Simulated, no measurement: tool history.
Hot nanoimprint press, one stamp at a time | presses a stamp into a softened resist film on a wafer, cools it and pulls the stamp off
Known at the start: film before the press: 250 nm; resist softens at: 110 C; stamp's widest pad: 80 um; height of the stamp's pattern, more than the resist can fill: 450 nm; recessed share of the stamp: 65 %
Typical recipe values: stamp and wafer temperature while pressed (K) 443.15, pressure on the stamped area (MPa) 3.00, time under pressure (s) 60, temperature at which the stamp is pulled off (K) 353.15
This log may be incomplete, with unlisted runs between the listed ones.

run   hour  stamp and wafer temperature while pressed (K)  pressure on the stamped area (MPa)  time under pressure (s)  temperature at which the stamp is pulled off (K)  resist left under the stamp's widest pad (angstrom)  greatest force while the stamp is pulled off (N)
  1    0.0                                         443.15                                3.00                       60                                            353.15                                                 1440                                               236
  2   14.8                                         443.15                                3.00                       60                                            339.15                                                 1443                                               270
  3   24.2                                         443.15                                3.00                       50                                            339.15                                                 1531                                               262
  4   42.9                                         443.15                                3.00                       50                                            339.15                                                 1529                                               269
      52.7  -- stamp cleaned and given a new release coat
  5   60.7                                         443.15                                3.00                       50                                            339.15                                                 1527                                               268
  6   77.6                                         443.15                                3.00                       44                                            353.15                                                 1590                                               236
  7   87.8                                         443.15                                3.00                       60                                            353.15                                                 1445                                               229
  8  107.2                                         442.15                                3.00                       60                                            353.15                                                 1503                                               229
  9  118.5                                         443.15                                3.00                       60                                            353.15                                                 1443                                               235
 10  132.5                                         443.15                                3.00                       60                                            353.15                                                 1440                                               232
 11  141.8                                         443.15                                3.00                       60                                            353.15                                                 1437                                               233
 12  150.0                                         443.15                                3.00                       60                                            358.15                                                 1438                                               222
 13  159.4                                         443.15                                3.00                       60                                            353.15                                                 1446                                               232
 14  178.6                                         443.15                                3.00                       60                                            353.15                                                 1438                                               236
 15  189.0                                         443.15                                3.00                       60                                            353.15                                                 1442                                               237
 16  198.0                                         443.15                                3.00                       60                                            353.15                                                 1447                                               233
 17  217.5                                         440.15                                4.62                       60                                            347.15                                                 1454                                               252
 18  228.7                                         440.15                                4.62                       34                                            349.15                                                 1711                                               241
 19  245.7                                         440.15                                4.62                       34                                            349.15                                                 1709                                               248
 20  255.2                                         443.15                                3.79                       60                                            353.15                                                 1324                                               233
 21  268.8                                         443.15                                3.00                      101                                            343.15                                                 1199                                               250
 22  283.5                                         443.15                                3.00                      101                                            343.15                                                 1198                                               245
     298.7  -- stamp cleaned and given a new release coat
 23  306.8                                         443.15                                3.00                       40                                            345.15                                                 1632                                               252
 24  323.5                                         443.15                                2.63                       40                                            345.15                                                 1694                                               242
 25  337.5                                         443.15                                2.63                       40                                            345.15                                                 1692                                               246
 26  355.3                                         450.15                                3.18                       55                                            339.15                                                  994                                               266
 27  372.4                                         450.15                                3.18                       55                                            339.15                                                  998                                               256
 28  386.6                                         453.15                                3.18                       33                                            339.15                                                 1046                                               270
 29  405.7                                         443.15                                3.00                       49                                            358.15                                                 1535                                               221

Each row is a separate what-if for the run after 29, all from the same tool condition, not one after another. Results?
  A  416.7                                         453.15                                3.00                       49                                            358.15                                                    ?                                                 ?
  B  416.7                                         443.15                                3.00                       49                                            347.15                                                    ?                                                 ?
  C  416.7                                         443.15                                2.48                       79                                            356.15                                                    ?                                                 ?
  D  416.7                                         443.15                                2.40                       73                                            353.15                                                    ?                                                 ?

run  resist left under the stamp's widest pad (angstrom)  greatest force while the stamp is pulled off (N)
  A                                                  909                                               220
  B                                                 1537                                               241
  C                                                 1402                                               230
  D                                                 1462                                               231
Without the tool's unlogged condition, the same runs would have read:
run  resist left under the stamp's widest pad (angstrom)  greatest force while the stamp is pulled off (N)
  A                                                  910                                               220
  B                                                 1539                                               240
  C                                                 1404                                               230
  D                                                 1464                                               230
